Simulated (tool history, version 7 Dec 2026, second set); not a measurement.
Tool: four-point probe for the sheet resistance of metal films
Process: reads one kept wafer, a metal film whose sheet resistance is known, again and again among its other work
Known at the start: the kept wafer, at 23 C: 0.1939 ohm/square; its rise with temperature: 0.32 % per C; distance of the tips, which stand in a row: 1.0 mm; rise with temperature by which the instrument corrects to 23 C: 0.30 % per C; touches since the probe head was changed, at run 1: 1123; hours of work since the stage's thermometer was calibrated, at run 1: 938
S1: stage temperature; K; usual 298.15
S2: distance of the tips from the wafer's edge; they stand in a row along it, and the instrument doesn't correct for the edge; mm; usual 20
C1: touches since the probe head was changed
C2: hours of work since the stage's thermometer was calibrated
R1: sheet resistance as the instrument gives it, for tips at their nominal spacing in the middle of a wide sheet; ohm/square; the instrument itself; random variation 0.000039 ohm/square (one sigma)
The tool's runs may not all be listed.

| run | day | S1 | S2 | C1 | C2 | R1 |
|---|---|---|---|---|---|---|
| 1 | 0.000 | 298.15 | 20 | 1123 | 938 | 0.194099 |
| 2 | 0.562 | 298.15 | 20 | 1442 | 945 | 0.194292 |
| 3 | 1.271 | 298.15 | 20 | 1841 | 954 | 0.194188 |
| 4 | 2.179 | 298.15 | 20 | 2356 | 965 | 0.194218 |
| 5 | 3.083 | 291.15 | 20 | 2866 | 976 | 0.193965 |
| 6 | 3.983 | 291.15 | 20 | 3373 | 987 | 0.194038 |
| 7 | 4.833 | 291.15 | 20 | 3854 | 997 | 0.194033 |
| 8 | 5.329 | 291.15 | 20 | 4135 | 1004 | 0.194006 |
| 9 | 6.067 | 291.15 | 20 | 4552 | 1013 | 0.194022 |
| 10 | 6.792 | 291.15 | 20 | 4960 | 1021 | 0.193991 |
| 11 | 7.633 | 298.15 | 57 | 5436 | 1032 | 0.194108 |
| 12 | 8.083 | 298.15 | 57 | 5690 | 1037 | 0.193979 |
| 13 | 8.562 | 298.15 | 57 | 5962 | 1043 | 0.194071 |
| 14 | 9.188 | 292.15 | 20 | 6314 | 1051 | 0.194093 |
| 15 | 9.667 | 292.15 | 20 | 6586 | 1057 | 0.194108 |
| 16 | 10.367 | 305.15 | 20 | 6981 | 1065 | 0.194600 |
| 17 | 11.104 | 298.15 | 20 | 7398 | 1074 | 0.194392 |
| 18 | 11.538 | 293.15 | 20 | 7643 | 1080 | 0.194080 |
| 19 | 12.033 | 293.15 | 20 | 7923 | 1086 | 0.194219 |
| 20 | 12.971 | 293.15 | 20 | 8453 | 1097 | 0.194168 |
| 21 | 13.912 | 293.15 | 20 | 8983 | 1109 | 0.194225 |
| 22 | 14.317 | 298.15 | 20 | 9212 | 1114 | 0.194348 |
| 23 | 14.850 | 298.15 | 20 | 9515 | 1120 | 0.194372 |
| 24 | 15.808 | 298.15 | 20 | 10056 | 1132 | 0.194373 |
| 25 | 16.446 | 298.15 | 18 | 10415 | 1140 | 0.194511 |
| 26 | 16.983 | 292.15 | 68 | 10720 | 1146 | 0.193971 |
| 27 | 17.471 | 305.15 | 18 | 10994 | 1152 | 0.194743 |
| 28 | 18.204 | 296.15 | 39 | 11409 | 1161 | 0.194159 |
| 29 | 18.833 | 304.15 | 8 | 11766 | 1169 | 0.196048 |
| 30 | 19.383 | 303.15 | 15 | 12076 | 1176 | 0.194814 |
| 31 | 20.108 | 299.15 | 22 | 12486 | 1185 | 0.194462 |
| 32 | 21.000 | 295.15 | 6 | 12990 | 1195 | 0.197019 |
| 33 | 21.650 | 291.15 | 20 | 13357 | 1203 | 0.194268 |
| 34 | 22.529 | 305.15 | 18 | 13852 | 1214 | 0.194751 |
| 35 | 22.996 | 305.15 | 18 | 14116 | 1220 | 0.194833 |
| 36 | 23.392 | 292.15 | 35 | 14340 | 1225 | 0.194146 |
| 37 | 24.300 | 295.15 | 48 | 14854 | 1236 | 0.194191 |
| 38 | 24.871 | 307.15 | 20 | 15177 | 1243 | 0.194791 |
| 39 | 25.500 | 297.15 | 9 | 15533 | 1251 | 0.195491 |
| 40 | 26.325 | 297.15 | 9 | 15997 | 1261 | 0.195572 |
| 41 | 26.775 | 291.15 | 3 | 16252 | 1266 | 0.205006 |
| 42 | 27.525 | 291.15 | 3 | 16676 | 1275 | 0.204966 |
| 43 | 28.058 | 307.15 | 9 | 16976 | 1282 | 0.195944 |
| 44 | 28.546 | 308.15 | 29 | 17254 | 1288 | 0.194782 |
| 45 | 29.454 | 298.15 | 4 | 17767 | 1299 | 0.200648 |
| 46 | 30.008 | 292.15 | 41 | 18079 | 1306 | 0.194225 |

3 ways to go on from here, each from the tool as it stands after run 46. What would each give?
| A | 30.833 | 292.15 | 43 | 18546 | 1316 | ? |
| B | 30.833 | 308.15 | 25 | 18546 | 1316 | ? |
| C | 30.833 | 291.15 | 8 | 18546 | 1316 | ? |

| run | R1 |
|---|---|
| A | 0.194166 |
| B | 0.194913 |
| C | 0.195727 |
Without the tool's hidden state the same runs would have given:
| run | R1 |
|---|---|
| A | 0.193769 |
| B | 0.194528 |
| C | 0.195326 |

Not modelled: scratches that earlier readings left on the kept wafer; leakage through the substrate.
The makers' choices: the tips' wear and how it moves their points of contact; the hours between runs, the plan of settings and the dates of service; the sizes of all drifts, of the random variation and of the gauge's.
